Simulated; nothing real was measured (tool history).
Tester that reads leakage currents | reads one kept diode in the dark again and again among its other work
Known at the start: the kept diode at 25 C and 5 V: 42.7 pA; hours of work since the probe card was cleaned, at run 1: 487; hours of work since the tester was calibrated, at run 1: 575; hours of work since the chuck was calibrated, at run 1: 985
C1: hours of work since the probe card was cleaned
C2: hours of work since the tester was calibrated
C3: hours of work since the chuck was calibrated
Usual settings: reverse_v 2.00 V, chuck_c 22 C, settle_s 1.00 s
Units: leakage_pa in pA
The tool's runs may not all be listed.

Run 1, hour 0.0: usual settings; C1 487; C2 575; C3 985. Result: leakage_pa 22.19 pA.
Run 2, hour 28.2: usual settings; C1 505; C2 593; C3 1003. Result: leakage_pa 22.01 pA.
Run 3, hour 54.3: usual settings; C1 522; C2 610; C3 1020. Result: leakage_pa 22.06 pA.
Run 4, hour 83.6: usual settings; C1 541; C2 628; C3 1038. Result: leakage_pa 22.00 pA.
Run 5, hour 107.8: usual settings; C1 556; C2 644; C3 1054. Result: leakage_pa 22.12 pA.
At hour 131.0: chuck's temperature calibrated.
Run 6, hour 150.9: usual settings but reverse_v 7.65 V; C1 582; C2 670; C3 13. Result: leakage_pa 43.53 pA.
Run 7, hour 185.5: usual settings but reverse_v 1.35 V, chuck_c 33 C, settle_s 0.61 s; C1 604; C2 692; C3 35. Result: leakage_pa 47.11 pA.

Forecast run 8:
Run 8, hour 205.1: usual settings but reverse_v 1.35 V, chuck_c 33 C, settle_s 0.61 s; C1 617; C2 704; C3 47. Result: leakage_pa ?.

Run 8 gave leakage_pa 47.08 pA.
Without the tool's hidden state the same run would have given leakage_pa 47.30 pA.

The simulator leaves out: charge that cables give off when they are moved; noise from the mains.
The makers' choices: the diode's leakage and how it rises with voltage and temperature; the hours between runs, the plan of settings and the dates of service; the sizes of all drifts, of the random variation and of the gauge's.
